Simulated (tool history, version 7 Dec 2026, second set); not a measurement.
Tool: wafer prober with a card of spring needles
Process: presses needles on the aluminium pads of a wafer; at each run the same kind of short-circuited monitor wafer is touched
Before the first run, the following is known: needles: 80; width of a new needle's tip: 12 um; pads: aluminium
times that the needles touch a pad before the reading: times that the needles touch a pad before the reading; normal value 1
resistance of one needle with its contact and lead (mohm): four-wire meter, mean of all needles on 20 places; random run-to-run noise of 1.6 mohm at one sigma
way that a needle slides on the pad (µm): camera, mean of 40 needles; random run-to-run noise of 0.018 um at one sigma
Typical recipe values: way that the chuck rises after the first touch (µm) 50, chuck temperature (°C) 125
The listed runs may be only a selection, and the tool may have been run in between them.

run    hour  way that the chuck rises after the first touch (µm)  chuck temperature (°C)  times that the needles touch a pad before the reading  resistance of one needle with its contact and lead (mohm)  way that a needle slides on the pad (µm)
  1     0.0                                                   50                     125                                                      1                                                        256                                      8.59
       10.8  -- tips cleaned on abrasive film
       25.2  -- tips cleaned on abrasive film
       39.6  -- tips cleaned on abrasive film
       57.6  -- tips cleaned on abrasive film
       72.0  -- tips cleaned on abrasive film
  2    83.7                                                   50                     125                                                      1                                                        321                                      8.50
       87.4  -- tips cleaned on abrasive film
      105.3  -- tips cleaned on abrasive film
      119.7  -- tips cleaned on abrasive film
      137.7  -- tips cleaned on abrasive film
      152.1  -- tips cleaned on abrasive film
      169.8  -- tips cleaned on abrasive film
  3   169.8                                                   50                     125                                                      1                                                        177                                      8.44
      184.2  -- tips cleaned on abrasive film
      198.6  -- tips cleaned on abrasive film
      213.0  -- tips cleaned on abrasive film
      231.0  -- tips cleaned on abrasive film
  4   244.9                                                   50                      58                                                      1                                                        343                                      8.43
      248.5  -- tips cleaned on abrasive film
      262.9  -- tips cleaned on abrasive film
      277.3  -- tips cleaned on abrasive film
      281.2  -- height of the first contact set anew
      295.6  -- tips cleaned on abrasive film
      307.6  -- card fitted with new needles
  5   315.9                                                   50                      58                                                      1                                                        246                                      8.60
      323.2  -- tips cleaned on abrasive film
      341.2  -- tips cleaned on abrasive film
      359.1  -- tips cleaned on abrasive film
      377.1  -- tips cleaned on abrasive film
  6   379.5                                                   50                      58                                                      1                                                        196                                      8.58
      393.9  -- tips cleaned on abrasive film
      411.9  -- tips cleaned on abrasive film
      429.9  -- tips cleaned on abrasive film
  7   433.1                                                   50                      58                                                      1                                                        222                                      8.51
      447.5  -- tips cleaned on abrasive film
      461.9  -- tips cleaned on abrasive film
      479.9  -- tips cleaned on abrasive film
      497.9  -- tips cleaned on abrasive film
  8   499.4                                                   50                      58                                                      1                                                        182                                      8.49
      513.8  -- tips cleaned on abrasive film
      531.8  -- tips cleaned on abrasive film
      549.7  -- tips cleaned on abrasive film
      567.7  -- tips cleaned on abrasive film
      584.6  -- tips cleaned on abrasive film
  9   584.6                                                   50                      58                                                      1                                                        156                                      8.40
      602.6  -- tips cleaned on abrasive film
      606.4  -- height of the first contact set anew
      620.8  -- tips cleaned on abrasive film
      635.2  -- tips cleaned on abrasive film
      649.6  -- tips cleaned on abrasive film
 10   651.7                                                   50                      58                                                      1                                                        184                                      8.58
      666.1  -- tips cleaned on abrasive film
      680.5  -- tips cleaned on abrasive film
      698.4  -- tips cleaned on abrasive film
 11   704.3                                                   50                      58                                                      2                                                        206                                      8.50
      715.2  -- tips cleaned on abrasive film
      729.6  -- tips cleaned on abrasive film
      747.5  -- tips cleaned on abrasive film
      761.9  -- tips cleaned on abrasive film
      779.9  -- tips cleaned on abrasive film
      795.2  -- tips cleaned on abrasive film
 12   795.2                                                   50                      58                                                      2                                                        151                                      8.47
      813.2  -- tips cleaned on abrasive film
      831.2  -- tips cleaned on abrasive film
      849.2  -- tips cleaned on abrasive film
 13   863.2                                                   50                      29                                                      2                                                        227                                      8.45
      866.8  -- tips cleaned on abrasive film
      881.2  -- tips cleaned on abrasive film
      895.6  -- tips cleaned on abrasive film
      903.1  -- height of the first contact set anew
      913.9  -- tips cleaned on abrasive film
      931.9  -- tips cleaned on abrasive film
 14   941.7                                                   50                      29                                                      2                                                        220                                      8.56
      949.0  -- tips cleaned on abrasive film
      963.4  -- tips cleaned on abrasive film
      981.3  -- tips cleaned on abrasive film
 15   983.1                                                   50                      67                                                      2                                                        177                                      8.59
      997.5  -- tips cleaned on abrasive film
     1015.4  -- tips cleaned on abrasive film
 16  1026.7                                                   50                      54                                                      2                                                        221                                      8.56
     1030.4  -- tips cleaned on abrasive film
     1048.4  -- tips cleaned on abrasive film
     1066.3  -- tips cleaned on abrasive film
     1080.7  -- tips cleaned on abrasive film
     1095.1  -- tips cleaned on abrasive film
     1110.0  -- tips cleaned on abrasive film
 17  1110.0                                                   50                      54                                                      2                                                        149                                      8.45
     1124.4  -- tips cleaned on abrasive film
     1138.8  -- tips cleaned on abrasive film
     1153.2  -- tips cleaned on abrasive film
     1171.2  -- tips cleaned on abrasive film
     1186.5  -- tips cleaned on abrasive film
 18  1186.5                                                   47                      48                                                      3                                                        150                                      7.89
     1200.9  -- tips cleaned on abrasive film
     1201.2  -- height of the first contact set anew
     1219.1  -- tips cleaned on abrasive film
 19  1231.0                                                   65                      61                                                      3                                                        171                                     11.15
     1234.6  -- tips cleaned on abrasive film
     1249.0  -- tips cleaned on abrasive film
     1263.4  -- tips cleaned on abrasive film
     1281.4  -- tips cleaned on abrasive film
     1299.4  -- tips cleaned on abrasive film
     1316.0  -- tips cleaned on abrasive film
 20  1316.0                                                   32                      63                                                      2                                                        169                                      5.43
     1334.0  -- tips cleaned on abrasive film
     1352.0  -- tips cleaned on abrasive film
     1366.4  -- tips cleaned on abrasive film
 21  1379.7                                                   42                      29                                                      3                                                        217                                      7.11
     1383.4  -- tips cleaned on abrasive film
     1401.3  -- tips cleaned on abrasive film
     1415.7  -- tips cleaned on abrasive film
 22  1424.6                                                   42                      29                                                      3                                                        204                                      7.03
     1431.9  -- tips cleaned on abrasive film
     1449.9  -- tips cleaned on abrasive film
 23  1462.0                                                   46                      55                                                      1                                                        310                                      7.71
     1465.7  -- tips cleaned on abrasive film
     1480.1  -- tips cleaned on abrasive film
     1494.5  -- tips cleaned on abrasive film
     1498.4  -- height of the first contact set anew
 24  1508.0                                                   46                      78                                                      3                                                        210                                      7.94
     1511.7  -- tips cleaned on abrasive film
     1529.7  -- tips cleaned on abrasive film
     1544.1  -- tips cleaned on abrasive film
     1562.1  -- tips cleaned on abrasive film
 25  1565.3                                                   39                     123                                                      3                                                        189                                      6.65
     1579.7  -- tips cleaned on abrasive film
     1594.1  -- tips cleaned on abrasive film
     1612.1  -- tips cleaned on abrasive film
 26  1618.7                                                   50                      55                                                      2                                                        216                                      8.49
     1629.5  -- tips cleaned on abrasive film
     1643.9  -- tips cleaned on abrasive film
     1661.9  -- tips cleaned on abrasive film
     1679.9  -- tips cleaned on abrasive film
 27  1691.0                                                   43                      48                                                      1                                                        333                                      7.27

Run by run, hidden condition taken away, random variation retained:
Hidden conditions of the tool in this case: debris on the tips, nm; way that the needles fall short of the set height, um; tips' diameter, um; drift of the gauge itself on contact_mohm, %; drift of the gauge itself on scrub_um, %.
run  resistance of one needle with its contact and lead (mohm)  way that a needle slides on the pad (µm)
  1                                                        152                                      8.60
  2                                                        155                                      8.57
  3                                                        155                                      8.59
  4                                                        143                                      8.63
  5                                                        142                                      8.60
  6                                                        143                                      8.63
  7                                                        143                                      8.60
  8                                                        141                                      8.63
  9                                                        142                                      8.60
 10                                                        140                                      8.62
 11                                                        139                                      8.57
 12                                                        142                                      8.60
 13                                                        135                                      8.62
 14                                                        135                                      8.58
 15                                                        145                                      8.64
 16                                                        139                                      8.64
 17                                                        144                                      8.60
 18                                                        141                                      8.10
 19                                                        137                                     11.16
 20                                                        151                                      5.52
 21                                                        138                                      7.23
 22                                                        137                                      7.19
 23                                                        142                                      7.89
 24                                                        148                                      7.94
 25                                                        155                                      6.70
 26                                                        142                                      8.58
 27                                                        139                                      7.42
